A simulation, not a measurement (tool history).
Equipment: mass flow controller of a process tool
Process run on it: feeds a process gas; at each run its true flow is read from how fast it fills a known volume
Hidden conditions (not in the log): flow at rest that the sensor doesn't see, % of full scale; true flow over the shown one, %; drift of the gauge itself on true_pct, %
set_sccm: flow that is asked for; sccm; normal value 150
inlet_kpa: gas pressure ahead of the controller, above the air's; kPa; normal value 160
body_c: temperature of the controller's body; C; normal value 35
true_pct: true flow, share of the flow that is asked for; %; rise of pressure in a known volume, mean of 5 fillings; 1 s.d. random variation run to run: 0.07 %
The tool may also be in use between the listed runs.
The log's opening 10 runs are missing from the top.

run    hour  set_sccm  inlet_kpa  body_c  hours of work since the controller was set to zero  hours of work since the controller was changed  true_pct
 11  2940.4       115        160      35                                                4728                                            4728     99.48
 12  3219.1       115        160      30                                                4880                                            4880    100.05
 13  3438.3       220        160      35                                                4998                                            4998     97.83
 14  3603.4       220        160      35                                                5088                                            5088     97.88
 15  3916.7       289        160      35                                                5258                                            5258     97.55
 16  4255.6       289        160      35                                                5442                                            5442     97.61
 17  4451.4       143        201      35                                                5548                                            5548     99.27
 18  4743.4       390        160      35                                                5706                                            5706     97.58
     4996.3  -- controller's zero set anew
 19  5069.9        58        243      23                                                  40                                            5883     95.67
 20  5359.5        58        270      23                                                 197                                            6040        96
 21  5512.4       150        150      34                                                 280                                            6123     94.82
 22    5807       150        150      34                                                 440                                            6283     94.95
 23    6120       150        150      34                                                 609                                            6453     94.94
 24  6335.9       150        150      34                                                 727                                            6570     95.03
 25  6676.3        83        143      22                                                 911                                            6754     96.25
 26  7032.1       471        143      21                                                1104                                            6947      97.4
 27  7193.2       471        143      21                                                1192                                            7035     97.39
 28  7506.8       471        143      21                                                1362                                            7205     97.32
 29  7714.6       471        183      21                                                1474                                            7317     97.43
 30  7999.4       471        183      21                                                1629                                            7472      97.4
 31  8233.3       471        183      21                                                1756                                            7599     97.25
 32  8432.2        81        160      35                                                1864                                            7707     96.11

Each row is a separate what-if for the run after 32, all from the same tool condition, not one after another. Results?
  A  8677.6       150        163      35                                                1997                                            7840         ?
  B  8677.6       150        166      29                                                1997                                            7840         ?
  C  8677.6       449        160      27                                                1997                                            7840         ?
  D  8677.6        81        152      31                                                1997                                            7840         ?

run  true_pct
  A     95.28
  B     95.95
  C     96.52
  D     96.46
Had the tool no hidden state, the same runs would have come out as:
run  true_pct
  A     97.24
  B     97.91
  C     99.41
  D     97.23
